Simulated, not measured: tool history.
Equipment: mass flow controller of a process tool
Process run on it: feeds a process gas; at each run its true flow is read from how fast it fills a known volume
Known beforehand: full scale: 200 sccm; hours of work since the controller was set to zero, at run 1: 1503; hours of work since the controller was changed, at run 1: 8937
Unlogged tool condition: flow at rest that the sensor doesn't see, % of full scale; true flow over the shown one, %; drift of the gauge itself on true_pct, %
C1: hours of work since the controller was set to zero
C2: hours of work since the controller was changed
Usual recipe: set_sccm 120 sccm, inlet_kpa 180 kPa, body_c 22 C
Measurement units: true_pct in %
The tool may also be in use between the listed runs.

{"run": 1, "day": 0.0, "set_sccm": 120, "inlet_kpa": 180, "body_c": 22, "C1": 1503, "C2": 8937, "true_pct": 96.94}
{"run": 2, "day": 14.312, "set_sccm": 120, "inlet_kpa": 180, "body_c": 22, "C1": 1759, "C2": 9193, "true_pct": 96.9}
{"run": 3, "day": 27.025, "set_sccm": 120, "inlet_kpa": 180, "body_c": 29, "C1": 1987, "C2": 9421, "true_pct": 97.09}
{"run": 4, "day": 43.496, "set_sccm": 120, "inlet_kpa": 180, "body_c": 29, "C1": 2282, "C2": 9716, "true_pct": 97.01}
{"run": 5, "day": 61.5, "set_sccm": 196, "inlet_kpa": 180, "body_c": 22, "C1": 2605, "C2": 10039, "true_pct": 98.04}
{"run": 6, "day": 75.15, "set_sccm": 196, "inlet_kpa": 180, "body_c": 22, "C1": 2850, "C2": 10284, "true_pct": 98.04}
{"day": 76.712, "done": "controller's zero set anew"}
{"run": 7, "day": 85.071, "set_sccm": 196, "inlet_kpa": 180, "body_c": 28, "C1": 150, "C2": 10461, "true_pct": 98.18}
{"run": 8, "day": 102.379, "set_sccm": 120, "inlet_kpa": 252, "body_c": 22, "C1": 460, "C2": 10771, "true_pct": 95.99}
{"run": 9, "day": 112.246, "set_sccm": 38, "inlet_kpa": 218, "body_c": 27, "C1": 637, "C2": 10948, "true_pct": 93.41}
{"run": 10, "day": 121.858, "set_sccm": 48, "inlet_kpa": 218, "body_c": 27, "C1": 809, "C2": 11121, "true_pct": 94.02}

Forecast each of these 3 alternatives for the next run:
{"day": 127.008, "done": "controller exchanged for a calibrated one"}
{"day": 131.825, "done": "controller's zero set anew, once more"}
{"run": "A", "day": 137.721, "set_sccm": 48, "inlet_kpa": 218, "body_c": 28, "C1": 106, "C2": 192, "true_pct": "?"}
{"day": 127.008, "done": "controller exchanged for a calibrated one"}
{"day": 131.825, "done": "controller's zero set anew, once more"}
{"run": "B", "day": 137.721, "set_sccm": 39, "inlet_kpa": 206, "body_c": 39, "C1": 106, "C2": 192, "true_pct": "?"}
{"day": 127.008, "done": "controller exchanged for a calibrated one"}
{"day": 131.825, "done": "controller's zero set anew, once more"}
{"run": "C", "day": 137.721, "set_sccm": 133, "inlet_kpa": 253, "body_c": 27, "C1": 106, "C2": 192, "true_pct": "?"}

run=A true_pct=97.14
run=B true_pct=97.74
run=C true_pct=98.47
Had the tool no hidden state, the same runs would have come out as:
run=A true_pct=97.34
run=B true_pct=97.95
run=C true_pct=98.64
